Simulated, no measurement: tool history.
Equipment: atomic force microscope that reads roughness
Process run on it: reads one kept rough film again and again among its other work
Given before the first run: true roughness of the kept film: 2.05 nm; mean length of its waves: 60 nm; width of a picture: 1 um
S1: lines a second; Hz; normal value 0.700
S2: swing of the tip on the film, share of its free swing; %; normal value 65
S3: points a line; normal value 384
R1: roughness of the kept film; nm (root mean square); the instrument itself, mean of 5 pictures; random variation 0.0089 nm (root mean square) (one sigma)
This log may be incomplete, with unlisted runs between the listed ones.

run 1 hour=0.0 | S1=0.700 S2=65 S3=384 | R1=1.929
run 2 hour=14.2 | S1=0.700 S2=65 S3=384 | R1=1.932
-- hour=19.2 new tip fitted
run 3 hour=35.3 | S1=0.700 S2=65 S3=384 | R1=1.975
run 4 hour=46.0 | S1=0.700 S2=65 S3=384 | R1=1.977
run 5 hour=63.6 | S1=0.559 S2=65 S3=384 | R1=1.972
run 6 hour=80.0 | S1=0.700 S2=65 S3=384 | R1=1.952
run 7 hour=92.8 | S1=0.700 S2=65 S3=384 | R1=1.955
run 8 hour=111.3 | S1=0.700 S2=65 S3=384 | R1=1.949
run 9 hour=133.1 | S1=0.700 S2=65 S3=384 | R1=1.930
run 10 hour=147.2 | S1=0.700 S2=65 S3=384 | R1=1.927
run 11 hour=161.2 | S1=0.700 S2=65 S3=384 | R1=1.898
run 12 hour=172.4 | S1=0.700 S2=65 S3=431 | R1=1.910
run 13 hour=183.9 | S1=0.700 S2=67 S3=431 | R1=1.902
-- hour=189.3 new tip fitted
run 14 hour=204.6 | S1=0.700 S2=65 S3=737 | R1=1.981
run 15 hour=214.1 | S1=0.785 S2=57 S3=737 | R1=1.991
run 16 hour=228.4 | S1=0.785 S2=57 S3=737 | R1=1.971
run 17 hour=250.2 | S1=0.785 S2=57 S3=737 | R1=1.970
run 18 hour=261.3 | S1=0.785 S2=57 S3=737 | R1=1.946
run 19 hour=271.4 | S1=0.785 S2=57 S3=737 | R1=1.934
run 20 hour=281.4 | S1=0.700 S2=68 S3=337 | R1=1.943
run 21 hour=295.3 | S1=0.700 S2=68 S3=337 | R1=1.935
run 22 hour=314.8 | S1=0.700 S2=68 S3=337 | R1=1.902
run 23 hour=326.0 | S1=0.525 S2=61 S3=384 | R1=1.909
run 24 hour=336.2 | S1=0.894 S2=81 S3=747 | R1=1.859
run 25 hour=346.4 | S1=0.700 S2=65 S3=394 | R1=1.911
-- hour=359.2 new tip fitted
run 26 hour=367.8 | S1=0.700 S2=65 S3=394 | R1=1.990
run 27 hour=379.2 | S1=0.700 S2=65 S3=394 | R1=1.963

Predict each of these 4 candidate next runs independently; none follows another, all start after run 27:
run A hour=396.0 | S1=2.279 S2=78 S3=865 | R1=?
run B hour=396.0 | S1=2.113 S2=65 S3=564 | R1=?
run C hour=396.0 | S1=0.700 S2=62 S3=264 | R1=?
run D hour=396.0 | S1=0.700 S2=80 S3=394 | R1=?

run=A R1=1.839
run=B R1=1.917
run=C R1=1.967
run=D R1=1.919
Take away the tool's hidden state, keep each run's random variation, and the runs would have read:
run=A R1=1.865
run=B R1=1.945
run=C R1=1.995
run=D R1=1.946
